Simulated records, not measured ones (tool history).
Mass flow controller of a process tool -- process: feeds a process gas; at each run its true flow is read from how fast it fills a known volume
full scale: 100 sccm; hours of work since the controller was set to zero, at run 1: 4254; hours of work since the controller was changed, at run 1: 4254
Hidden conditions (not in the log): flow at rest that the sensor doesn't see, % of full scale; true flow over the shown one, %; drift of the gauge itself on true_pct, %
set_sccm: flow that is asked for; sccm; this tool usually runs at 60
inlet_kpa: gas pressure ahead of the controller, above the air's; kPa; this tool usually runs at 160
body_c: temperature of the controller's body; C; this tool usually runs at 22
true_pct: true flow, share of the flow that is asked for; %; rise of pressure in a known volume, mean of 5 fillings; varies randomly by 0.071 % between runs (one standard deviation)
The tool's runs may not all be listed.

| run | hour | set_sccm | inlet_kpa | body_c | hours of work since the controller was set to zero | hours of work since the controller was changed | true_pct |
|---|---|---|---|---|---|---|---|
| 1 | 0.0 | 60 | 160 | 22 | 4254 | 4254 | 102.90 |
| 2 | 172.2 | 60 | 160 | 38 | 4337 | 4337 | 101.66 |
| 3 | 449.2 | 60 | 160 | 38 | 4470 | 4470 | 101.86 |
| 4 | 811.0 | 60 | 160 | 38 | 4645 | 4645 | 101.74 |
| 5 | 1032.4 | 60 | 160 | 38 | 4751 | 4751 | 102.01 |
| 6 | 1388.5 | 60 | 160 | 38 | 4923 | 4923 | 102.14 |
| 7 | 1622.3 | 60 | 160 | 38 | 5036 | 5036 | 102.14 |
| 8 | 1824.4 | 60 | 160 | 38 | 5133 | 5133 | 102.16 |
|  | 1879.6 | controller exchanged for a calibrated one |
| 9 | 2051.3 | 60 | 160 | 27 | 83 | 83 | 99.37 |
| 10 | 2316.9 | 60 | 160 | 27 | 211 | 211 | 99.50 |
| 11 | 2476.3 | 60 | 160 | 28 | 288 | 288 | 99.43 |
| 12 | 2804.0 | 60 | 160 | 28 | 446 | 446 | 99.60 |
| 13 | 3051.7 | 60 | 247 | 22 | 565 | 565 | 100.56 |
| 14 | 3304.6 | 11 | 160 | 22 | 687 | 687 | 99.39 |
| 15 | 3555.9 | 11 | 160 | 22 | 808 | 808 | 99.43 |
| 16 | 3828.6 | 11 | 160 | 22 | 939 | 939 | 99.28 |
| 17 | 3996.0 | 11 | 160 | 22 | 1020 | 1020 | 99.28 |
| 18 | 4374.2 | 30 | 275 | 24 | 1202 | 1202 | 100.52 |
| 19 | 4644.3 | 30 | 275 | 24 | 1333 | 1333 | 100.54 |
| 20 | 4946.8 | 69 | 141 | 21 | 1478 | 1478 | 100.93 |
| 21 | 5213.4 | 63 | 187 | 30 | 1607 | 1607 | 100.37 |
| 22 | 5394.2 | 29 | 193 | 29 | 1694 | 1694 | 100.18 |
| 23 | 5645.0 | 29 | 193 | 29 | 1815 | 1815 | 100.15 |
| 24 | 5916.1 | 20 | 184 | 27 | 1946 | 1946 | 99.88 |
| 25 | 6200.2 | 15 | 167 | 34 | 2082 | 2082 | 99.03 |
| 26 | 6458.2 | 15 | 167 | 34 | 2207 | 2207 | 99.01 |
| 27 | 6674.6 | 15 | 175 | 39 | 2311 | 2311 | 98.67 |
| 28 | 6840.0 | 15 | 175 | 39 | 2391 | 2391 | 98.78 |
| 29 | 7020.1 | 15 | 175 | 39 | 2478 | 2478 | 98.76 |
| 30 | 7296.4 | 60 | 160 | 25 | 2611 | 2611 | 101.37 |
| 31 | 7536.7 | 35 | 146 | 33 | 2727 | 2727 | 100.17 |
| 32 | 7915.4 | 35 | 160 | 22 | 2909 | 2909 | 101.34 |
| 33 | 8206.6 | 21 | 239 | 25 | 3050 | 3050 | 101.01 |
| 34 | 8395.8 | 21 | 239 | 25 | 3141 | 3141 | 100.85 |

How would selected steps in true_pct from run to run divide? Give the signed amount a tool lacking its hidden state would still show from settings, what came in and random variation, and the signed amount left for the hidden state, including any gauge scatter that is not in both of the compared results.
Run 1 -> 2: body_c 22 -> 38. true_pct -1.24 %: hidden state +0.06, all else -1.30.
Run 8 -> 9: body_c 38 -> 27, controller exchanged for a calibrated one. true_pct -2.79 %: hidden state -3.73, all else +0.94.
Run 17 -> 18: set_sccm 11 -> 30, inlet_kpa 160 -> 275, body_c 22 -> 24. true_pct +1.24 %: hidden state +0.75, all else +0.49.
Run 29 -> 30: set_sccm 15 -> 60, inlet_kpa 175 -> 160, body_c 39 -> 25. true_pct +2.61 %: hidden state +1.33, all else +1.28.

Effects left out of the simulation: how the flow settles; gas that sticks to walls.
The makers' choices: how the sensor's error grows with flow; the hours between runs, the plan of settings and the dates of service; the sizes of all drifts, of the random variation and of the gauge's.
